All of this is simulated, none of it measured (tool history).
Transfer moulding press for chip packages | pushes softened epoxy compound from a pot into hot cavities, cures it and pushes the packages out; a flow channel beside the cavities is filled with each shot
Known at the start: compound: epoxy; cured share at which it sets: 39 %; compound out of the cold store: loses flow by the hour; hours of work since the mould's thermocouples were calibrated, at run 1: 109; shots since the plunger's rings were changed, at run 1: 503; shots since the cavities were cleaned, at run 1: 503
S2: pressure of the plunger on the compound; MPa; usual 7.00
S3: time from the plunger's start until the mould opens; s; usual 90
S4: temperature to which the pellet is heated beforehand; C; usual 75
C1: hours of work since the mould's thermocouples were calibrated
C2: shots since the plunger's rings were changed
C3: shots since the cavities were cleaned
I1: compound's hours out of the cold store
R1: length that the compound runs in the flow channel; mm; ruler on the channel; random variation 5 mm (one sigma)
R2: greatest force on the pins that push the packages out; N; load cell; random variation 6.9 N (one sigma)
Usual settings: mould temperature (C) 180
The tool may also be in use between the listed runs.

run 1 hour=0.0 | mould_temperature_(C)=180 S2=7.00 S3=90 S4=75 | C1=109 C2=503 C3=503 | I1=17.9 | R1=507 R2=358
-- hour=10.3 cavities cleaned with cleaning compound and waxed
run 2 hour=11.1 | mould_temperature_(C)=180 S2=7.00 S3=90 S4=75 | C1=116 C2=625 C3=11 | I1=20.2 | R1=494 R2=421
run 3 hour=22.1 | mould_temperature_(C)=180 S2=7.00 S3=90 S4=75 | C1=124 C2=763 C3=149 | I1=23.2 | R1=495 R2=422
run 4 hour=28.2 | mould_temperature_(C)=180 S2=7.00 S3=90 S4=75 | C1=128 C2=840 C3=226 | I1=42.1 | R1=464 R2=418
run 5 hour=35.2 | mould_temperature_(C)=184 S2=7.00 S3=90 S4=75 | C1=133 C2=929 C3=315 | I1=42.2 | R1=449 R2=407
run 6 hour=44.1 | mould_temperature_(C)=184 S2=7.00 S3=90 S4=75 | C1=139 C2=1040 C3=426 | I1=46.5 | R1=451 R2=396
run 7 hour=51.5 | mould_temperature_(C)=184 S2=7.00 S3=90 S4=75 | C1=144 C2=1134 C3=520 | I1=46.2 | R1=454 R2=402
-- hour=58.8 cavities cleaned with cleaning compound and waxed, once more
run 8 hour=61.1 | mould_temperature_(C)=187 S2=7.00 S3=90 S4=75 | C1=150 C2=1237 C3=29 | I1=16.8 | R1=477 R2=244
run 9 hour=67.8 | mould_temperature_(C)=187 S2=7.00 S3=90 S4=75 | C1=155 C2=1322 C3=114 | I1=14.1 | R1=476 R2=267
run 10 hour=76.8 | mould_temperature_(C)=180 S2=7.00 S3=90 S4=68 | C1=161 C2=1435 C3=227 | I1=36.5 | R1=472 R2=322
run 11 hour=87.6 | mould_temperature_(C)=172 S2=7.00 S3=90 S4=75 | C1=169 C2=1571 C3=363 | I1=39.2 | R1=493 R2=569
run 12 hour=96.0 | mould_temperature_(C)=172 S2=7.00 S3=90 S4=75 | C1=175 C2=1678 C3=470 | I1=47.8 | R1=478 R2=569
run 13 hour=107.0 | mould_temperature_(C)=180 S2=7.00 S3=90 S4=75 | C1=182 C2=1816 C3=608 | I1=20.4 | R1=484 R2=387
-- hour=109.5 cavities cleaned with cleaning compound and waxed
run 14 hour=115.6 | mould_temperature_(C)=180 S2=7.00 S3=90 S4=75 | C1=187 C2=1906 C3=78 | I1=34.4 | R1=463 R2=302
run 15 hour=127.2 | mould_temperature_(C)=180 S2=7.00 S3=117 S4=75 | C1=196 C2=2052 C3=224 | I1=34.7 | R1=466 R2=273
run 16 hour=135.8 | mould_temperature_(C)=180 S2=6.46 S3=90 S4=75 | C1=202 C2=2160 C3=332 | I1=26.2 | R1=456 R2=345
run 17 hour=146.7 | mould_temperature_(C)=180 S2=6.46 S3=90 S4=75 | C1=209 C2=2297 C3=469 | I1=37.0 | R1=443 R2=365
run 18 hour=157.8 | mould_temperature_(C)=186 S2=6.35 S3=113 S4=78 | C1=217 C2=2438 C3=610 | I1=10.5 | R1=452 R2=333
-- hour=160.4 cavities cleaned with cleaning compound and waxed
run 19 hour=170.0 | mould_temperature_(C)=186 S2=6.35 S3=113 S4=78 | C1=225 C2=2573 C3=121 | I1=47.8 | R1=408 R2=253
run 20 hour=181.4 | mould_temperature_(C)=180 S2=7.17 S3=90 S4=75 | C1=233 C2=2716 C3=264 | I1=12.0 | R1=500 R2=354
run 21 hour=191.4 | mould_temperature_(C)=180 S2=7.04 S3=71 S4=82 | C1=240 C2=2843 C3=391 | I1=21.4 | R1=476 R2=558
run 22 hour=201.2 | mould_temperature_(C)=182 S2=8.53 S3=98 S4=75 | C1=247 C2=2967 C3=515 | I1=26.2 | R1=513 R2=332
-- hour=210.9 cavities cleaned with cleaning compound and waxed
run 23 hour=212.5 | mould_temperature_(C)=182 S2=8.53 S3=98 S4=75 | C1=253 C2=3090 C3=20 | I1=35.5 | R1=503 R2=245
run 24 hour=224.3 | mould_temperature_(C)=180 S2=5.93 S3=98 S4=75 | C1=262 C2=3239 C3=169 | I1=22.6 | R1=428 R2=293
run 25 hour=231.4 | mould_temperature_(C)=180 S2=5.93 S3=98 S4=75 | C1=267 C2=3329 C3=259 | I1=38.9 | R1=413 R2=307
run 26 hour=239.8 | mould_temperature_(C)=180 S2=5.93 S3=98 S4=75 | C1=273 C2=3434 C3=364 | I1=16.4 | R1=430 R2=323
run 27 hour=250.9 | mould_temperature_(C)=180 S2=5.93 S3=98 S4=75 | C1=281 C2=3574 C3=504 | I1=47.5 | R1=402 R2=334
run 28 hour=259.2 | mould_temperature_(C)=180 S2=7.00 S3=90 S4=83 | C1=286 C2=3679 C3=609 | I1=25.6 | R1=452 R2=384
-- hour=261.4 cavities cleaned with cleaning compound and waxed
run 29 hour=270.7 | mould_temperature_(C)=180 S2=7.00 S3=90 S4=83 | C1=293 C2=3805 C3=117 | I1=47.6 | R1=426 R2=291

Hidden state at the last listed run before each entry between runs and at the first one after, where it differs:
Between runs 1 and 2: cavities cleaned with cleaning compound and waxed (hour 10.3)
  true mould temperature over the reading, C: 0.29 -> 0.3; pressure that reaches the compound, % of what is set: 97.92 -> 97.43; grip of the stained cavities, % over clean ones': 35.4 -> 52.9
  measured less the result without the state, R1: -6 -> -7 mm; R2: +90 -> +143 N
Between runs 7 and 8: cavities cleaned with cleaning compound and waxed, once more (hour 58.8)
  true mould temperature over the reading, C: 0.36 -> 0.37; pressure that reaches the compound, % of what is set: 95.45 -> 95.07; grip of the stained cavities, % over clean ones': 64.5 -> 4.4
  measured less the result without the state, R1: -11 -> -13 mm; R2: +158 -> +9 N
Between runs 13 and 14: cavities cleaned with cleaning compound and waxed (hour 109.5)
  true mould temperature over the reading, C: 0.43 -> 0.44; pressure that reaches the compound, % of what is set: 92.79 -> 92.43; grip of the stained cavities, % over clean ones': 42.7 -> 9
  measured less the result without the state, R1: -20 -> -20 mm; R2: +112 -> +20 N
Between runs 18 and 19: cavities cleaned with cleaning compound and waxed (hour 160.4)
  true mould temperature over the reading, C: 0.49 -> 0.51; pressure that reaches the compound, % of what is set: 90.35 -> 89.86; grip of the stained cavities, % over clean ones': 43.2 -> 13.4
  measured less the result without the state, R1: -25 -> -24 mm; R2: +98 -> +30 N
Between runs 22 and 23: cavities cleaned with cleaning compound and waxed (hour 210.9)
  true mould temperature over the reading, C: 0.55 -> 0.56; pressure that reaches the compound, % of what is set: 88.25 -> 87.78; grip of the stained cavities, % over clean ones': 39.4 -> 2.6
  measured less the result without the state, R1: -35 -> -36 mm; R2: +90 -> +4 N
Between runs 28 and 29: cavities cleaned with cleaning compound and waxed (hour 261.4)
  true mould temperature over the reading, C: 0.62 -> 0.64; pressure that reaches the compound, % of what is set: 85.4 -> 84.91; grip of the stained cavities, % over clean ones': 42.3 -> 11.4
  measured less the result without the state, R1: -40 -> -39 mm; R2: +106 -> +24 N
